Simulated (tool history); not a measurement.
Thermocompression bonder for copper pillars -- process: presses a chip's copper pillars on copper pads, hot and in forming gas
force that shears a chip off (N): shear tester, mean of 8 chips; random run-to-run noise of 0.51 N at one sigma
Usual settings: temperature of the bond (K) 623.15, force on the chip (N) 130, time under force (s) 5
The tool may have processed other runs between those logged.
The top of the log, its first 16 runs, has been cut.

| run | hour | temperature of the bond (K) | force on the chip (N) | time under force (s) | force that shears a chip off (N) |
|---|---|---|---|---|---|
| 17 | 657.7 | 623.15 | 130 | 5 | 52.8 |
| 18 | 716.4 | 623.15 | 130 | 5 | 52.4 |
| 19 | 773.4 | 618.15 | 130 | 5 | 49.6 |
|  | 814.1 | forming gas filter changed |
| 20 | 814.1 | 618.15 | 130 | 5 | 53.8 |
| 21 | 862.0 | 609.15 | 85 | 6 | 35.8 |
| 22 | 900.5 | 609.15 | 85 | 6 | 36.7 |
| 23 | 945.8 | 624.15 | 130 | 6 | 57.1 |
| 24 | 973.9 | 623.15 | 130 | 8 | 60.7 |
| 25 | 1020.6 | 611.15 | 142 | 3 | 42.4 |
| 26 | 1062.7 | 611.15 | 142 | 3 | 42.6 |
| 27 | 1100.2 | 611.15 | 142 | 3 | 43.1 |
|  | 1109.2 | forming gas filter changed |
| 28 | 1157.7 | 634.15 | 180 | 5 | 70.7 |
|  | 1182.7 | heater calibrated with a thermocouple chip |
| 29 | 1191.7 | 648.15 | 180 | 5 | 72.9 |
| 30 | 1225.0 | 648.15 | 180 | 5 | 71.8 |
| 31 | 1284.7 | 648.15 | 180 | 5 | 70.9 |
| 32 | 1325.7 | 633.15 | 180 | 5 | 66.2 |
| 33 | 1381.7 | 627.15 | 180 | 5 | 62.7 |
|  | 1406.3 | forming gas filter changed |
| 34 | 1435.3 | 627.15 | 180 | 5 | 66.3 |
| 35 | 1490.4 | 623.15 | 103 | 7 | 46.8 |
| 36 | 1516.1 | 623.15 | 103 | 7 | 45.9 |

Run 37 comes next. What will it give?
| 37 | 1564.6 | 623.15 | 88 | 11 | ? |

{"run 37": {"force that shears a chip off (N)": 47.7}}
Had the tool carried no hidden state, the very same run would have given force that shears a chip off (N) 51.6.
